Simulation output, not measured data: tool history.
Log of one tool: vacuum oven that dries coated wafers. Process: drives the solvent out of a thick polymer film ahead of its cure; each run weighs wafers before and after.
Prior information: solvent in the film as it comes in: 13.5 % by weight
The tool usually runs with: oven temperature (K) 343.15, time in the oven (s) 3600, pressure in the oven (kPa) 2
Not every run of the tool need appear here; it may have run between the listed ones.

run	hour	oven temperature (K)	time in the oven (s)	pressure in the oven (kPa)	solvent left in the film (%)
1	0	343.15	3600	2	1.745
2	53.9	343.15	3600	1.37	1.52
3	137.2	343.15	3600	1.37	1.518
4	202.4	343.15	3600	1.37	1.503
5	281.9	343.15	3600	6.59	3.328
6	362.8	343.15	3600	6.59	3.294
7	448	343.15	3600	2	1.692
8	503.5	343.15	3600	4.13	2.44
9	550.4	343.15	3600	7.94	3.73
10	591.9	343.15	3600	7.94	3.738
11	682.3	343.15	3600	7.94	3.687
12	748.6	343.15	3600	7.94	3.694
13	818.4	332.15	3600	2	3.682
14	901.7	343.15	1920	2	3.477
15	986.3	337.15	2160	1.15	4.025
# hour 1046.3: vacuum gauge cleaned of residue and calibrated
16	1053.1	356.15	3960	1.75	0.428
17	1132.6	331.15	2760	2	4.677
# hour 1193.5: oven's thermocouples calibrated
18	1216	331.15	1920	1.25	5.516
19	1257.2	341.15	1920	2.62	3.78
20	1338.5	343.15	2220	2	2.678
# hour 1376.9: oven's thermocouples calibrated, once more
21	1383.2	329.15	3600	2	4.558
22	1424.1	329.15	3600	1.11	4.074
23	1464	337.15	5340	6.26	3.748
24	1545.1	337.15	5340	6.26	3.733
25	1617.2	337.15	4020	6.26	4.274
26	1687	330.15	4200	6.26	6.04
27	1725.8	330.15	4200	6.26	6.009
28	1784.1	341.15	5940	3.84	1.856

Below are 3 alternative next runs, each starting from the tool's condition after run 28. Predict each:
A	1851.8	357.15	4740	1.51	?
B	1851.8	333.15	1800	3.84	?
C	1851.8	339.15	2100	7.41	?

run	solvent left in the film (%)
A	0.354
B	6.669
C	5.89
With no hidden state in the tool, these same runs would have given:
run	solvent left in the film (%)
A	0.355
B	6.797
C	6.037

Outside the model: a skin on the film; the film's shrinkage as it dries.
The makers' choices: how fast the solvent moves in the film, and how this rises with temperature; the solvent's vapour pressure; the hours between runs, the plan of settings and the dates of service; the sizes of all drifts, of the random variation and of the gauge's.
